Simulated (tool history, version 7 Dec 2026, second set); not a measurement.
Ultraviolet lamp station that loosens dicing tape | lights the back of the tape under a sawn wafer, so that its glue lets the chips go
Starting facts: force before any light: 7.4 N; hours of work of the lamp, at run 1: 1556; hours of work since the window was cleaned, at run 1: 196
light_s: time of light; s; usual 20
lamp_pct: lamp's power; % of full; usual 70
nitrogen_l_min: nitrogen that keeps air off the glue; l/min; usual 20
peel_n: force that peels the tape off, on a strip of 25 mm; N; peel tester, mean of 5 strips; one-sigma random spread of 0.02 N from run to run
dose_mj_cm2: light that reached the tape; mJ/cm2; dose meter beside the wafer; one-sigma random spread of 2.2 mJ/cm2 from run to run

run,hour,light_s,lamp_pct,nitrogen_l_min,hours of work of the lamp,hours of work since the window was cleaned,peel_n,dose_mj_cm2
1,0.0,20,70,20,1556,196,1.910,127
# hour 10.4: window cleaned of glue's vapour
2,30.5,20,70,20,1573,11,2.017,121
3,68.2,20,70,20,1594,33,2.167,120
4,112.9,20,75,20,1619,58,1.897,124
5,173.2,20,75,20,1653,92,2.042,119
# hour 209.8: window cleaned of glue's vapour, once more
6,231.3,20,70,20,1685,12,1.849,130
7,275.6,20,70,20,1710,37,1.863,129
8,332.0,20,70,20,1742,69,1.961,124
9,363.1,20,70,20,1760,86,1.997,127
10,397.3,20,70,20,1779,106,2.006,122
11,427.6,20,70,20,1796,123,2.010,125
12,468.5,20,78,20,1819,146,1.836,137
13,515.1,20,70,20,1845,172,2.077,121
14,558.0,20,70,20,1869,196,2.217,117
# hour 571.1: window cleaned of glue's vapour
15,601.3,16,63,20,1894,17,3.002,93
16,652.2,16,63,20,1922,46,2.791,87
# hour 669.1: lamp changed
17,716.4,10,70,20,27,81,2.736,94
18,775.6,10,60,20,60,115,3.123,79
19,819.3,14,72,26,85,139,1.604,134
20,867.6,18,71,17,112,166,1.463,159
21,919.2,18,71,17,141,196,1.481,161
# hour 932.3: window cleaned of glue's vapour
22,951.2,28,71,17,159,11,0.583,269
23,1011.9,20,70,30,193,45,0.835,185
24,1040.8,16,76,30,209,61,1.049,162
25,1080.3,25,75,20,231,83,0.615,244
26,1124.7,18,81,21,256,108,1.058,185
27,1193.5,27,95,35,295,147,0.251,317

Consider 5 possible next runs. They are alternatives, not a sequence: every one starts from the tool as it was left by run 27. What does each give?
A,1238.3,27,95,24,320,172,?,?
B,1238.3,22,80,7,320,172,?,?
C,1238.3,20,70,9,320,172,?,?
D,1238.3,19,70,19,320,172,?,?
E,1238.3,20,65,11,320,172,?,?

run,peel_n,dose_mj_cm2
A,0.320,317
B,1.536,217
C,1.863,173
D,1.409,163
E,1.939,161
The same runs, with their run-to-run variation unchanged, on a tool lacking any hidden condition would have given:
run,peel_n,dose_mj_cm2
A,0.246,366
B,1.233,250
C,1.530,199
D,1.110,188
E,1.592,185
